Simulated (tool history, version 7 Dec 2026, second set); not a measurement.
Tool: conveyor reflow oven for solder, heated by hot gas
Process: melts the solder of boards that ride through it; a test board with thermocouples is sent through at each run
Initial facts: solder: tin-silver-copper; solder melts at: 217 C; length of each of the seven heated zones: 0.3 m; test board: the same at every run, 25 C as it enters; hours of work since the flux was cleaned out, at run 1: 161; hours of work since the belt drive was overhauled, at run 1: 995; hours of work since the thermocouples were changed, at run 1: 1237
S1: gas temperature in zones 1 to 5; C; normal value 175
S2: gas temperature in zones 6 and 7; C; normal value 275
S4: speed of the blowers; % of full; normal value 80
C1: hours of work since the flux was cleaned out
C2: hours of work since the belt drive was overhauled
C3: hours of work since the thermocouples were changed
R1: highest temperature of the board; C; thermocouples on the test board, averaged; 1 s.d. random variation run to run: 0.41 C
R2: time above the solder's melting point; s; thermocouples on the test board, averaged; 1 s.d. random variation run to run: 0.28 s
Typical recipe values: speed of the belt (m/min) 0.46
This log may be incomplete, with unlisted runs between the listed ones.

run 1 day=0.000 | S1=175 S2=275 speed_of_the_belt_(m/min)=0.46 S4=80 | C1=161 C2=995 C3=1237 | R1=260.8 R2=66.6
run 2 day=1.725 | S1=175 S2=275 speed_of_the_belt_(m/min)=0.46 S4=80 | C1=191 C2=1025 C3=1267 | R1=260.5 R2=66.6
run 3 day=4.221 | S1=175 S2=275 speed_of_the_belt_(m/min)=0.46 S4=80 | C1=235 C2=1069 C3=1311 | R1=259.5 R2=65.6
run 4 day=6.112 | S1=175 S2=275 speed_of_the_belt_(m/min)=0.46 S4=80 | C1=268 C2=1102 C3=1345 | R1=259.8 R2=66.3
run 5 day=7.862 | S1=175 S2=275 speed_of_the_belt_(m/min)=0.46 S4=80 | C1=299 C2=1133 C3=1376 | R1=259.0 R2=65.9
-- day=8.346 flux residue cleaned out of gas plates and filters
run 6 day=9.992 | S1=175 S2=275 speed_of_the_belt_(m/min)=0.46 S4=80 | C1=29 C2=1167 C3=1410 | R1=261.1 R2=67.0
-- day=10.883 thermocouples of zones 6 and 7 changed
run 7 day=11.954 | S1=175 S2=275 speed_of_the_belt_(m/min)=0.46 S4=80 | C1=62 C2=1200 C3=19 | R1=264.1 R2=67.9

The next listed run, before its measurement:
run 8 day=13.233 | S1=175 S2=276 speed_of_the_belt_(m/min)=0.46 S4=80 | C1=85 C2=1223 C3=41 | R1=? R2=?

{"run 8": {"R1": 264.2, "R2": 69.1}}
With no hidden state in the tool, this same run would have given R1 264.2 C, R2 67.1 s.
